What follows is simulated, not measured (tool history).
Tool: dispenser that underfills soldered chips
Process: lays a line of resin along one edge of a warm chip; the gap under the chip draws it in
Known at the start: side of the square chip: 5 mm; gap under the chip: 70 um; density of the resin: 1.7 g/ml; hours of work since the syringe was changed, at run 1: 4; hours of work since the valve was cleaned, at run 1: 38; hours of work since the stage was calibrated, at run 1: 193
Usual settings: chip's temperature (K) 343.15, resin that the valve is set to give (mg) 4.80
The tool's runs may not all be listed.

run,day,chip's temperature (K),resin that the valve is set to give (mg),hours of work since the syringe was changed,hours of work since the valve was cleaned,hours of work since the stage was calibrated,time until the resin shows at the far edge (s),resin that the valve gave (mg)
1,0.000,343.15,4.80,4,38,193,16.9,4.69
# day 0.475: new syringe of resin
2,0.475,343.15,4.80,0,45,200,13.4,4.72
3,0.929,343.15,4.80,7,52,207,19.8,4.65
# day 1.208: new syringe of resin
4,1.250,343.15,4.80,1,57,211,13.8,4.67
5,1.712,343.15,4.30,7,63,218,21.9,4.15
# day 1.950: new syringe of resin
6,2.108,344.15,4.80,2,69,224,14.5,4.64
7,2.579,336.15,4.80,9,76,231,33.0,4.62
# day 2.692: new syringe of resin
8,3.054,343.15,4.80,5,83,238,18.5,4.63
# day 3.433: new syringe of resin
9,3.483,343.15,4.80,1,89,244,14.9,4.58
10,3.779,343.15,4.80,5,94,248,18.9,4.58
# day 4.175: new syringe of resin
11,4.179,342.15,5.71,0,100,254,14.9,5.39
12,4.546,342.15,6.06,6,105,260,19.6,5.81
# day 4.921: new syringe of resin
13,4.996,355.15,4.16,1,112,266,7.9,3.94
14,5.292,338.15,5.82,6,116,270,23.9,5.45
# day 5.662: dispensing valve cleaned and set on the balance
# day 5.712: new syringe of resin
15,5.896,343.15,4.80,3,3,279,16.4,4.82
16,6.279,343.15,4.80,8,9,284,22.1,4.81
# day 6.446: new syringe of resin
17,6.754,355.15,4.18,5,16,291,10.4,4.15
18,7.154,358.15,4.26,11,22,297,12.7,4.28
# day 7.192: new syringe of resin
19,7.433,356.15,4.80,4,26,301,9.5,4.74

3 ways to go on from here, each from the tool as it stands after run 19. What would each give?
# day 7.925: new syringe of resin
A,7.950,353.15,4.80,0,33,309,?,?
# day 7.925: new syringe of resin
B,7.950,332.15,4.80,0,33,309,?,?
# day 7.925: new syringe of resin
C,7.950,343.15,4.46,0,33,309,?,?

run,time until the resin shows at the far edge (s),resin that the valve gave (mg)
A,8.1,4.75
B,25.2,4.68
C,13.6,4.42
Without the tool's hidden state the same runs would have given:
run,time until the resin shows at the far edge (s),resin that the valve gave (mg)
A,7.4,4.82
B,22.8,4.75
C,12.3,4.49
